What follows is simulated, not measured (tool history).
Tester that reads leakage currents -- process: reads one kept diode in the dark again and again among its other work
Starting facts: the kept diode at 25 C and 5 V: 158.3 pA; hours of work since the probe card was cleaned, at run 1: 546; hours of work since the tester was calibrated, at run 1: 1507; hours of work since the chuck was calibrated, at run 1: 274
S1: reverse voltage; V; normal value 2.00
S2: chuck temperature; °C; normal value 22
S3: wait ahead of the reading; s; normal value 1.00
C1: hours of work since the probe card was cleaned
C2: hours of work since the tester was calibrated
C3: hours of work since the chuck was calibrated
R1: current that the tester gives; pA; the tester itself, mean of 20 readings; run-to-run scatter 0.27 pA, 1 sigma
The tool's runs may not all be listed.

{"run": 1, "hour": 0.0, "S1": 2.0, "S2": 22, "S3": 1.0, "C1": 546, "C2": 1507, "C3": 274, "R1": 89.57}
{"run": 2, "hour": 143.6, "S1": 2.0, "S2": 22, "S3": 1.0, "C1": 659, "C2": 1620, "C3": 387, "R1": 90.14}
{"run": 3, "hour": 207.5, "S1": 2.0, "S2": 22, "S3": 3.54, "C1": 709, "C2": 1670, "C3": 437, "R1": 89.61}
{"run": 4, "hour": 281.6, "S1": 2.0, "S2": 22, "S3": 3.54, "C1": 767, "C2": 1728, "C3": 495, "R1": 89.74}
{"run": 5, "hour": 403.6, "S1": 2.0, "S2": 22, "S3": 3.54, "C1": 862, "C2": 1823, "C3": 590, "R1": 89.5}
{"run": 6, "hour": 520.0, "S1": 2.0, "S2": 22, "S3": 3.54, "C1": 953, "C2": 1915, "C3": 681, "R1": 90.27}
{"run": 7, "hour": 601.6, "S1": 2.21, "S2": 22, "S3": 1.0, "C1": 1017, "C2": 1978, "C3": 745, "R1": 93.37}
{"run": 8, "hour": 750.6, "S1": 2.0, "S2": 22, "S3": 1.0, "C1": 1134, "C2": 2095, "C3": 862, "R1": 89.2}
{"run": 9, "hour": 857.3, "S1": 2.0, "S2": 22, "S3": 4.45, "C1": 1217, "C2": 2179, "C3": 945, "R1": 89.39}
{"run": 10, "hour": 982.4, "S1": 2.0, "S2": 22, "S3": 1.0, "C1": 1315, "C2": 2277, "C3": 1043, "R1": 90.12}
{"run": 11, "hour": 1067.9, "S1": 2.0, "S2": 37, "S3": 1.0, "C1": 1382, "C2": 2344, "C3": 1110, "R1": 286.47}
{"hour": 1080.8, "done": "tester calibrated"}
{"hour": 1161.1, "done": "chuck's temperature calibrated"}
{"run": 12, "hour": 1217.0, "S1": 2.0, "S2": 37, "S3": 1.0, "C1": 1496, "C2": 105, "C3": 44, "R1": 284.47}
{"run": 13, "hour": 1356.1, "S1": 2.0, "S2": 37, "S3": 1.0, "C1": 1605, "C2": 214, "C3": 153, "R1": 284.91}
{"run": 14, "hour": 1421.0, "S1": 2.0, "S2": 37, "S3": 1.0, "C1": 1656, "C2": 265, "C3": 203, "R1": 284.25}
{"run": 15, "hour": 1527.9, "S1": 2.0, "S2": 37, "S3": 1.0, "C1": 1739, "C2": 348, "C3": 287, "R1": 286.78}
{"run": 16, "hour": 1673.1, "S1": 2.0, "S2": 37, "S3": 1.0, "C1": 1853, "C2": 462, "C3": 401, "R1": 285.24}
{"run": 17, "hour": 1795.4, "S1": 2.0, "S2": 37, "S3": 1.0, "C1": 1949, "C2": 558, "C3": 497, "R1": 286.09}
{"run": 18, "hour": 1942.1, "S1": 2.0, "S2": 22, "S3": 6.75, "C1": 2064, "C2": 673, "C3": 611, "R1": 89.65}
{"run": 19, "hour": 2006.9, "S1": 5.64, "S2": 22, "S3": 1.0, "C1": 2114, "C2": 723, "C3": 662, "R1": 131.25}
{"run": 20, "hour": 2133.0, "S1": 5.64, "S2": 22, "S3": 1.0, "C1": 2213, "C2": 822, "C3": 761, "R1": 131.08}
{"run": 21, "hour": 2240.8, "S1": 5.64, "S2": 22, "S3": 1.0, "C1": 2297, "C2": 907, "C3": 845, "R1": 131.38}
{"run": 22, "hour": 2389.1, "S1": 5.64, "S2": 22, "S3": 1.0, "C1": 2414, "C2": 1023, "C3": 961, "R1": 131.28}
{"run": 23, "hour": 2487.3, "S1": 5.64, "S2": 55, "S3": 1.0, "C1": 2490, "C2": 1100, "C3": 1038, "R1": 1446.63}
{"run": 24, "hour": 2604.9, "S1": 5.64, "S2": 55, "S3": 1.0, "C1": 2583, "C2": 1192, "C3": 1130, "R1": 1451.11}
{"hour": 2673.4, "done": "chuck's temperature calibrated"}
{"run": 25, "hour": 2696.5, "S1": 5.64, "S2": 55, "S3": 1.0, "C1": 2653, "C2": 1262, "C3": 18, "R1": 1444.98}
{"run": 26, "hour": 2831.2, "S1": 2.0, "S2": 31, "S3": 3.38, "C1": 2758, "C2": 1367, "C3": 124, "R1": 181.27}
{"run": 27, "hour": 2964.5, "S1": 2.0, "S2": 31, "S3": 3.38, "C1": 2862, "C2": 1472, "C3": 228, "R1": 181.63}
{"run": 28, "hour": 3111.1, "S1": 2.0, "S2": 31, "S3": 3.38, "C1": 2977, "C2": 1586, "C3": 343, "R1": 180.73}
{"run": 29, "hour": 3240.8, "S1": 8.53, "S2": 38, "S3": 6.99, "C1": 3079, "C2": 1688, "C3": 444, "R1": 517.66}
{"run": 30, "hour": 3368.6, "S1": 8.53, "S2": 38, "S3": 6.99, "C1": 3179, "C2": 1788, "C3": 544, "R1": 515.08}
{"run": 31, "hour": 3479.9, "S1": 8.53, "S2": 28, "S3": 4.51, "C1": 3266, "C2": 1875, "C3": 631, "R1": 244.09}
{"run": 32, "hour": 3544.5, "S1": 2.88, "S2": 31, "S3": 9.3, "C1": 3317, "C2": 1926, "C3": 682, "R1": 207.96}
{"hour": 3657.2, "done": "probe card cleaned and baked"}
{"run": 33, "hour": 3664.8, "S1": 2.88, "S2": 41, "S3": 2.18, "C1": 6, "C2": 2018, "C3": 774, "R1": 432.12}
{"run": 34, "hour": 3800.8, "S1": 19.68, "S2": 41, "S3": 1.07, "C1": 112, "C2": 2124, "C3": 880, "R1": 872.32}
{"run": 35, "hour": 3921.1, "S1": 19.68, "S2": 41, "S3": 1.07, "C1": 207, "C2": 2218, "C3": 974, "R1": 868.04}
{"run": 36, "hour": 4047.9, "S1": 1.57, "S2": 28, "S3": 1.07, "C1": 306, "C2": 2317, "C3": 1074, "R1": 133.5}
{"hour": 4092.7, "done": "tester calibrated"}
{"run": 37, "hour": 4117.7, "S1": 1.57, "S2": 38, "S3": 8.45, "C1": 359, "C2": 20, "C3": 1127, "R1": 281.74}
{"hour": 4193.0, "done": "chuck's temperature calibrated"}
{"run": 38, "hour": 4255.3, "S1": 1.57, "S2": 38, "S3": 8.45, "C1": 465, "C2": 126, "C3": 49, "R1": 281.8}
{"run": 39, "hour": 4364.0, "S1": 1.57, "S2": 38, "S3": 8.45, "C1": 550, "C2": 211, "C3": 134, "R1": 280.96}

For some of the steps in R1 from one run to the next: how much would appear even if the tool had no hidden state, given the settings, what came in and random variation, and how much remains for the hidden state plus any gauge scatter that the measured result and the result without hidden state don't share?
What the log doesn't record here: stray current of the dirty probe card, pA a volt; current scale over the true one, %; true chuck temperature over the reading, C; drift of the gauge itself on leakage_pa, %.
Run 22 -> 23: S2 22 -> 55. R1 +1315.35 pA: hidden state +2.18, all else +1313.17.
Run 24 -> 25: chuck's temperature calibrated. R1 -6.13 pA: hidden state -2.93, all else -3.20.
Run 25 -> 26: S1 5.64 -> 2.00, S2 55 -> 31, S3 1.00 -> 3.38. R1 -1263.71 pA: hidden state +0.26, all else -1263.97.
Run 35 -> 36: S1 19.68 -> 1.57, S2 41 -> 28. R1 -734.54 pA: hidden state -0.97, all else -733.57.

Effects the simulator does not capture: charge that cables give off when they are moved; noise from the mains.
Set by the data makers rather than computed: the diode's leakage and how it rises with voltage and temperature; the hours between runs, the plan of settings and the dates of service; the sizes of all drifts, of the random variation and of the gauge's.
